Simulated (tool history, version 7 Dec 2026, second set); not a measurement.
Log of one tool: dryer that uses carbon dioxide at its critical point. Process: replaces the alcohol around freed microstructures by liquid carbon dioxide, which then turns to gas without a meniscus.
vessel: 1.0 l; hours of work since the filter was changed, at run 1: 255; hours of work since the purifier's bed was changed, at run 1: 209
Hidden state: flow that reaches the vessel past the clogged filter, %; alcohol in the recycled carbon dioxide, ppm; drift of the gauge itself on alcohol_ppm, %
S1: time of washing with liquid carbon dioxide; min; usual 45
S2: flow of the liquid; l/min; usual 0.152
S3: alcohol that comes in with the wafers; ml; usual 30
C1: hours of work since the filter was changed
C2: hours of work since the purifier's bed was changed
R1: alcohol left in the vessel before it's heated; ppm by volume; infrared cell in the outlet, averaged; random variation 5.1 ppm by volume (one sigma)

run   hour  S1     S2  S3   C1   C2    R1
  1    0.0  45  0.152  30  255  209   183
  2   10.8  45  0.152  30  259  214   184
  3   25.8  45  0.152  30  265  220   183
  4   42.3  45  0.152  30  271  226   190
  5   55.2  45  0.152  30  276  231   204
  6   67.2  45  0.152  30  281  236   210
  7   83.2  40  0.152  30  288  242   323
  8   94.4  40  0.152  30  292  247   314
  9  108.6  40  0.152  30  298  252   321
 10  124.9  45  0.152  30  304  259   219
 11  135.2  45  0.152  30  308  263   221
 12  149.4  45  0.152  30  314  269   226
 13  157.7  45  0.139  30  317  272   312
 14  171.7  45  0.139  30  323  277   325
 15  181.4  45  0.139  30  326  281   344
     187.8  -- inlet filter changed
 16  189.3  45  0.112  20    1  284   289
 17  199.2  50  0.253  20    5  288    84
 18  211.3  50  0.253  20    9  293    77
 19  227.2  67  0.253  52   16  299    68
 20  238.2  67  0.253  22   20  303    73
 21  249.1  57  0.253  22   24  308    79
 22  258.6  57  0.253  22   28  311    74
 23  272.7  70  0.154  99   34  317    84
 24  285.0  55  0.154  99   39  322   134
 25  292.5  38  0.099  30   41  325  1190
 26  300.1  40  0.161  56   45  328   265
 27  312.0  40  0.161  56   49  333   273
 28  322.9  40  0.161  56   54  337   267

5 ways to go on from here, each from the tool as it stands after run 28. What would each give?
  A  336.2  32  0.204   40  59  342   ?
  B  336.2  40  0.092   56  59  342   ?
  C  336.2  40  0.161   26  59  342   ?
  D  336.2  35  0.099   94  59  342   ?
  E  336.2  45  0.161  105  59  342   ?

run    R1
  A   212
  B  2434
  C   174
  D  4940
  E   269
Without the tool's hidden state the same runs would have given:
run    R1
  A   111
  B  2120
  C    80
  D  4401
  E   154
